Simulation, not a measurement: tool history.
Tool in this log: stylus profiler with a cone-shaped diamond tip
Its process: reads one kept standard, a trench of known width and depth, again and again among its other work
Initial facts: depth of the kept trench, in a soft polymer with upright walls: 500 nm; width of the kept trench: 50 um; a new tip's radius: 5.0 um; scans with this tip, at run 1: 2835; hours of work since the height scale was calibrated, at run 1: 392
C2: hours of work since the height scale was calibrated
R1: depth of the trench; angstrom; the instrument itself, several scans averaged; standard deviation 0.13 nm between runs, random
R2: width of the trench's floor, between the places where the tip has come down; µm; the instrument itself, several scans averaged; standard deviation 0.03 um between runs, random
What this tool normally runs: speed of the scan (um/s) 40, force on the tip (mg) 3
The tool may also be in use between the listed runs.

Run 1, hour 0: usual settings; scans with this tip 2835; C2 392. Result: R1 5071.3 angstrom, R2 45.27 µm.
Run 2, hour 16.2: usual settings; scans with this tip 2889; C2 399. Result: R1 5072.3 angstrom, R2 45.31 µm.
Run 3, hour 30.3: usual settings; scans with this tip 2935; C2 405. Result: R1 5072.3 angstrom, R2 45.22 µm.
Run 4, hour 51: usual settings; scans with this tip 3002; C2 415. Result: R1 5067.3 angstrom, R2 45.29 µm.
Run 5, hour 66.2: usual settings but force on the tip (mg) 1.05; scans with this tip 3052; C2 422. Result: R1 5034.6 angstrom, R2 45.14 µm.
Run 6, hour 80.2: usual settings but force on the tip (mg) 1.05; scans with this tip 3098; C2 428. Result: R1 5035.5 angstrom, R2 45.12 µm.
Run 7, hour 99.7: usual settings but speed of the scan (um/s) 24; scans with this tip 3162; C2 437. Result: R1 5069.4 angstrom, R2 45.3 µm.
Run 8, hour 115.3: usual settings but speed of the scan (um/s) 24; scans with this tip 3213; C2 444. Result: R1 5069.9 angstrom, R2 45.33 µm.
Run 9, hour 126.2: usual settings but speed of the scan (um/s) 24; scans with this tip 3248; C2 449. Result: R1 5068.4 angstrom, R2 45.26 µm.
Run 10, hour 141.2: usual settings; scans with this tip 3298; C2 456. Result: R1 5070.9 angstrom, R2 45.23 µm.
Run 11, hour 156.9: usual settings; scans with this tip 3349; C2 463. Result: R1 5070.1 angstrom, R2 45.23 µm.
Run 12, hour 177.3: usual settings; scans with this tip 3416; C2 472. Result: R1 5071.3 angstrom, R2 45.19 µm.
Run 13, hour 190.6: usual settings; scans with this tip 3459; C2 478. Result: R1 5068.1 angstrom, R2 45.18 µm.
Run 14, hour 208.1: usual settings but force on the tip (mg) 3.64; scans with this tip 3517; C2 486. Result: R1 5077.6 angstrom, R2 45.18 µm.
Run 15, hour 218.8: usual settings but force on the tip (mg) 3.64; scans with this tip 3552; C2 491. Result: R1 5078.7 angstrom, R2 45.2 µm.
Run 16, hour 232.8: usual settings but force on the tip (mg) 3.64; scans with this tip 3598; C2 497. Result: R1 5078.7 angstrom, R2 45.21 µm.
Run 17, hour 248.3: usual settings but force on the tip (mg) 3.64; scans with this tip 3648; C2 504. Result: R1 5078.1 angstrom, R2 45.2 µm.
Run 18, hour 271.2: usual settings but force on the tip (mg) 3.64; scans with this tip 3723; C2 514. Result: R1 5080.2 angstrom, R2 45.14 µm.
Run 19, hour 287: usual settings but force on the tip (mg) 3.64; scans with this tip 3775; C2 521. Result: R1 5077.9 angstrom, R2 45.2 µm.
Run 20, hour 306.7: usual settings; scans with this tip 3839; C2 530. Result: R1 5070.2 angstrom, R2 45.19 µm.
Run 21, hour 321.1: usual settings; scans with this tip 3887; C2 537. Result: R1 5069.1 angstrom, R2 45.16 µm.
Run 22, hour 337.6: usual settings; scans with this tip 3941; C2 544. Result: R1 5065.7 angstrom, R2 45.16 µm.
Run 23, hour 357.3: usual settings; scans with this tip 4005; C2 553. Result: R1 5067.8 angstrom, R2 45.16 µm.
Run 24, hour 373.8: usual settings but force on the tip (mg) 1.86; scans with this tip 4059; C2 561. Result: R1 5049.8 angstrom, R2 45.09 µm.
Run 25, hour 392: usual settings but force on the tip (mg) 2.93; scans with this tip 4119; C2 569. Result: R1 5067.8 angstrom, R2 45.18 µm.
Run 26, hour 411.2: usual settings but speed of the scan (um/s) 17, force on the tip (mg) 1.3; scans with this tip 4182; C2 578. Result: R1 5036.8 angstrom, R2 45.22 µm.
Run 27, hour 429.4: usual settings but speed of the scan (um/s) 48, force on the tip (mg) 1.08; scans with this tip 4241; C2 586. Result: R1 5033.8 angstrom, R2 44.93 µm.
Run 28, hour 441.6: usual settings but speed of the scan (um/s) 48, force on the tip (mg) 2.78; scans with this tip 4281; C2 591. Result: R1 5065.1 angstrom, R2 45.04 µm.
Run 29, hour 452.8: usual settings but speed of the scan (um/s) 12, force on the tip (mg) 2.78; scans with this tip 4318; C2 596. Result: R1 5065.4 angstrom, R2 45.2 µm.
Run 30, hour 463.4: usual settings but speed of the scan (um/s) 156, force on the tip (mg) 2.81; scans with this tip 4352; C2 601. Result: R1 5065.2 angstrom, R2 44.62 µm.
Run 31, hour 484.8: usual settings but speed of the scan (um/s) 25, force on the tip (mg) 5; scans with this tip 4422; C2 611. Result: R1 5098 angstrom, R2 45.12 µm.
At hour 486.7: height scale calibrated on a step standard.
Run 32, hour 506.3: usual settings but speed of the scan (um/s) 100, force on the tip (mg) 6.56; scans with this tip 4491; C2 9. Result: R1 5118.5 angstrom, R2 44.97 µm.
Run 33, hour 525.5: usual settings but speed of the scan (um/s) 100, force on the tip (mg) 4.35; scans with this tip 4554; C2 18. Result: R1 5084.6 angstrom, R2 44.91 µm.
Run 34, hour 543.3: usual settings but speed of the scan (um/s) 100, force on the tip (mg) 4.35; scans with this tip 4612; C2 26. Result: R1 5087.4 angstrom, R2 44.83 µm.

What does the tool deliver on the next run?
Run 35, hour 564.9: usual settings but speed of the scan (um/s) 100, force on the tip (mg) 4.35; scans with this tip 4683; C2 35. Result: R1 ?, R2 ?.

{"run 35": {"R1": 5086, "R2": 44.9}}
Without the tool's hidden state the same run would have given R1 5092 angstrom, R2 45.3 µm.
